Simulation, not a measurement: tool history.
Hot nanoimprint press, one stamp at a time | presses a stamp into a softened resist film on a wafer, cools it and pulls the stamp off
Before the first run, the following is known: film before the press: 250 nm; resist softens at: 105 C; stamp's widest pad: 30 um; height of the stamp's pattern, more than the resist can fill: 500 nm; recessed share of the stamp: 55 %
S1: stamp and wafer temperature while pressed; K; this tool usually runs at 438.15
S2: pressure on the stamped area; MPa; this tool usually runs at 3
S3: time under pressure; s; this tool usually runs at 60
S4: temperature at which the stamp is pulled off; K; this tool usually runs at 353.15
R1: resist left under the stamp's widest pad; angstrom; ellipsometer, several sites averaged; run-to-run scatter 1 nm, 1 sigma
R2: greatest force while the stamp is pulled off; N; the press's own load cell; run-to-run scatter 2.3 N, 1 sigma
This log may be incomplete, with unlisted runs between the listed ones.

| run | hour | S1 | S2 | S3 | S4 | R1 | R2 |
|---|---|---|---|---|---|---|---|
| 1 | 0 | 438.15 | 3 | 60 | 353.15 | 1439 | 105 |
| 2 | 61.4 | 438.15 | 3 | 60 | 353.15 | 1455 | 105 |
| 3 | 138.7 | 438.15 | 3 | 60 | 353.15 | 1462 | 104 |
|  | 181.7 | press's hydraulic seals changed and the load cell set to zero |
|  | 205 | plate thermocouple calibrated |
| 4 | 210.5 | 438.15 | 3 | 60 | 353.15 | 1450 | 103 |
|  | 248.9 | stamp cleaned and given a new release coat |
| 5 | 284.6 | 438.15 | 4.42 | 60 | 353.15 | 1260 | 106 |
| 6 | 323.5 | 438.15 | 3 | 102 | 353.15 | 1189 | 105 |
| 7 | 404.8 | 438.15 | 3 | 102 | 353.15 | 1192 | 110 |
| 8 | 471.1 | 438.15 | 3.88 | 60 | 353.15 | 1315 | 106 |
|  | 544.2 | stamp cleaned and given a new release coat |
| 9 | 544.2 | 438.15 | 3.88 | 60 | 353.15 | 1331 | 104 |
| 10 | 587.3 | 438.15 | 3 | 60 | 353.15 | 1450 | 108 |
| 11 | 673.2 | 438.15 | 3 | 60 | 353.15 | 1448 | 106 |
| 12 | 745.8 | 438.15 | 3 | 60 | 353.15 | 1453 | 105 |
|  | 836.4 | stamp cleaned and given a new release coat |
| 13 | 843.2 | 438.15 | 3 | 60 | 353.15 | 1432 | 107 |
| 14 | 908.7 | 438.15 | 3 | 106 | 353.15 | 1182 | 106 |
|  | 973.3 | plate thermocouple calibrated |
| 15 | 996.6 | 438.15 | 3 | 106 | 353.15 | 1178 | 106 |
| 16 | 1057.7 | 438.15 | 3.36 | 38 | 353.15 | 1604 | 106 |
| 17 | 1095.7 | 439.15 | 1.97 | 95 | 349.15 | 1374 | 116 |
|  | 1132.5 | stamp cleaned and given a new release coat |
| 18 | 1171.7 | 439.15 | 1.97 | 95 | 349.15 | 1360 | 113 |
| 19 | 1221 | 438.15 | 2.35 | 60 | 353.15 | 1565 | 104 |
| 20 | 1315 | 438.15 | 2.35 | 60 | 353.15 | 1565 | 107 |
| 21 | 1388.4 | 445.15 | 3.84 | 40 | 348.15 | 1092 | 119 |
|  | 1424 | stamp cleaned and given a new release coat |
| 22 | 1472.7 | 438.15 | 4.48 | 60 | 353.15 | 1236 | 104 |
| 23 | 1555.2 | 438.15 | 4.48 | 60 | 353.15 | 1236 | 111 |
| 24 | 1597.1 | 429.15 | 2.84 | 60 | 353.15 | 2077 | 107 |

5 options for the next run, each taken on its own from the tool as it stands now. Forecast them:
| A | 1650.6 | 435.15 | 2 | 60 | 356.15 | ? | ? |
| B | 1650.6 | 438.15 | 4.13 | 79 | 350.15 | ? | ? |
| C | 1650.6 | 431.15 | 2.84 | 98 | 346.15 | ? | ? |
| D | 1650.6 | 438.15 | 3 | 75 | 361.15 | ? | ? |
| E | 1650.6 | 438.15 | 1.91 | 50 | 353.15 | ? | ? |

| run | R1 | R2 |
|---|---|---|
| A | 1845 | 98 |
| B | 1157 | 114 |
| C | 1736 | 129 |
| D | 1348 | 87 |
| E | 1752 | 112 |
With the hidden condition removed and each run's random variation left untouched, the same runs would have given:
| run | R1 | R2 |
|---|---|---|
| A | 1844 | 98 |
| B | 1156 | 114 |
| C | 1735 | 128 |
| D | 1347 | 86 |
| E | 1751 | 111 |
